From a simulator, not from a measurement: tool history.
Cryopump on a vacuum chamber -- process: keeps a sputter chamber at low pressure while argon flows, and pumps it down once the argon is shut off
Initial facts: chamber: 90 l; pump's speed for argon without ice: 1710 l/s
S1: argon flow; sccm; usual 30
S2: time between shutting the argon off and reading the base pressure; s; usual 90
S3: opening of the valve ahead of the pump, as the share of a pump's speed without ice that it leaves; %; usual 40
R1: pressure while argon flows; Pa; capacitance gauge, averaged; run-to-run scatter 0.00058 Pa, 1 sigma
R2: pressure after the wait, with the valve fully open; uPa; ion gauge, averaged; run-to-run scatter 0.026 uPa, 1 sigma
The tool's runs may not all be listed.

Run 1, hour 0: usual settings. Result: R1 0.0755 Pa, R2 1.74 uPa.
Run 2, hour 50.5: usual settings. Result: R1 0.0761 Pa, R2 1.73 uPa.
Run 3, hour 79: usual settings. Result: R1 0.0765 Pa, R2 1.79 uPa.
Run 4, hour 111: usual settings but S2 54 s. Result: R1 0.079 Pa, R2 2.49 uPa.
Run 5, hour 164.6: usual settings but S2 54 s. Result: R1 0.0767 Pa, R2 2.49 uPa.
Run 6, hour 212.7: usual settings but S2 54 s. Result: R1 0.0768 Pa, R2 2.52 uPa.
Run 7, hour 266.7: usual settings but S1 39 sccm. Result: R1 0.1047 Pa, R2 1.95 uPa.
Run 8, hour 291.4: usual settings. Result: R1 0.0793 Pa, R2 2.01 uPa.
Run 9, hour 345.8: usual settings but S2 158 s. Result: R1 0.0813 Pa, R2 1.63 uPa.
Run 10, hour 380.6: usual settings but S2 158 s. Result: R1 0.0814 Pa, R2 1.74 uPa.
Run 11, hour 407.6: usual settings but S3 28 %. Result: R1 0.1146 Pa, R2 2.2 uPa.
Run 12, hour 461.2: usual settings. Result: R1 0.0852 Pa, R2 2.29 uPa.
Run 13, hour 494.3: usual settings. Result: R1 0.0849 Pa, R2 2.37 uPa.
Run 14, hour 543.9: usual settings. Result: R1 0.0857 Pa, R2 2.34 uPa.
Run 15, hour 572.3: usual settings. Result: R1 0.086 Pa, R2 2.43 uPa.
At hour 632.1: pump warmed up, emptied and cooled again.
Run 16, hour 636.2: usual settings but S3 51 %. Result: R1 0.059 Pa, R2 1.98 uPa.
Run 17, hour 676.1: usual settings but S3 51 %. Result: R1 0.0596 Pa, R2 2.02 uPa.
Run 18, hour 718.1: usual settings but S1 14 sccm, S2 26 s, S3 50 %. Result: R1 0.0284 Pa, R2 4.51 uPa.
Run 19, hour 761.6: usual settings but S1 18 sccm, S3 52 %. Result: R1 0.0358 Pa, R2 2.23 uPa.
Run 20, hour 813: usual settings but S1 38 sccm, S2 75 s, S3 47 %. Result: R1 0.0836 Pa, R2 2.45 uPa.
Run 21, hour 863.7: usual settings but S1 33 sccm, S2 75 s, S3 17 %. Result: R1 0.1965 Pa, R2 2.5 uPa.
Run 22, hour 914.3: usual settings but S1 25 sccm, S2 75 s, S3 43 %. Result: R1 0.0601 Pa, R2 2.56 uPa.
Run 23, hour 966.6: usual settings but S2 50 s. Result: R1 0.0792 Pa, R2 3.29 uPa.
Run 24, hour 1003.5: usual settings but S1 34 sccm, S2 110 s, S3 50 %. Result: R1 0.0747 Pa, R2 2.31 uPa.
Run 25, hour 1035.8: usual settings but S2 104 s. Result: R1 0.0801 Pa, R2 2.45 uPa.
Run 26, hour 1065.5: usual settings but S1 31 sccm, S3 45 %. Result: R1 0.0753 Pa, R2 2.62 uPa.
Run 27, hour 1116.7: usual settings but S1 31 sccm, S2 70 s, S3 21 %. Result: R1 0.1538 Pa, R2 3.02 uPa.
Run 28, hour 1172.5: usual settings but S1 24 sccm, S2 34 s. Result: R1 0.0665 Pa, R2 4.3 uPa.
Run 29, hour 1226.6: usual settings but S1 24 sccm, S2 285 s, S3 20 %. Result: R1 0.1267 Pa, R2 2.31 uPa.
Run 30, hour 1277.5: usual settings but S1 24 sccm, S2 285 s, S3 20 %. Result: R1 0.1281 Pa, R2 2.38 uPa.
Run 31, hour 1304.3: usual settings but S1 24 sccm, S2 285 s, S3 20 %. Result: R1 0.1296 Pa, R2 2.39 uPa.
At hour 1351.2: pump warmed up, emptied and cooled again.
Run 32, hour 1356.8: usual settings but S1 27 sccm, S2 240 s, S3 20 %. Result: R1 0.1346 Pa, R2 1.93 uPa.
Run 33, hour 1382.6: usual settings but S1 27 sccm, S2 240 s, S3 20 %. Result: R1 0.1347 Pa, R2 1.98 uPa.

What would each run have given without the hidden state, its run-to-run variation left as it was?
Unlogged tool condition in this case: pump's speed, % of a pump's without ice; cold plate's temperature, K; leak into the chamber, uPa l/s; drift of the gauge itself on working_pa, %; drift of the gauge itself on base_upa, %.
run      R1    R2
  1  0.0741  1.16
  2  0.0739  1.11
  3  0.0739  1.15
  4  0.0759   1.8
  5  0.0727  1.76
  6   0.072  1.74
  7  0.0971  1.09
  8  0.0731  1.11
  9   0.074   0.7
 10  0.0735  0.72
 11  0.1061  1.15
 12  0.0755  1.16
 13  0.0745  1.17
 14  0.0741  1.11
 15  0.0738  1.13
 16  0.0586  1.08
 17  0.0587  1.08
 18  0.0277  3.49
 19  0.0344  1.15
 20  0.0798  1.33
 21  0.1924  1.32
 22  0.0564   1.3
 23  0.0737  1.94
 24  0.0678  0.94
 25  0.0734  1.03
 26  0.0676  1.12
 27  0.1451  1.42
 28  0.0587  2.65
 29   0.118  0.51
 30  0.1183  0.46
 31  0.1193  0.47
 32  0.1338  0.53
 33  0.1336  0.56
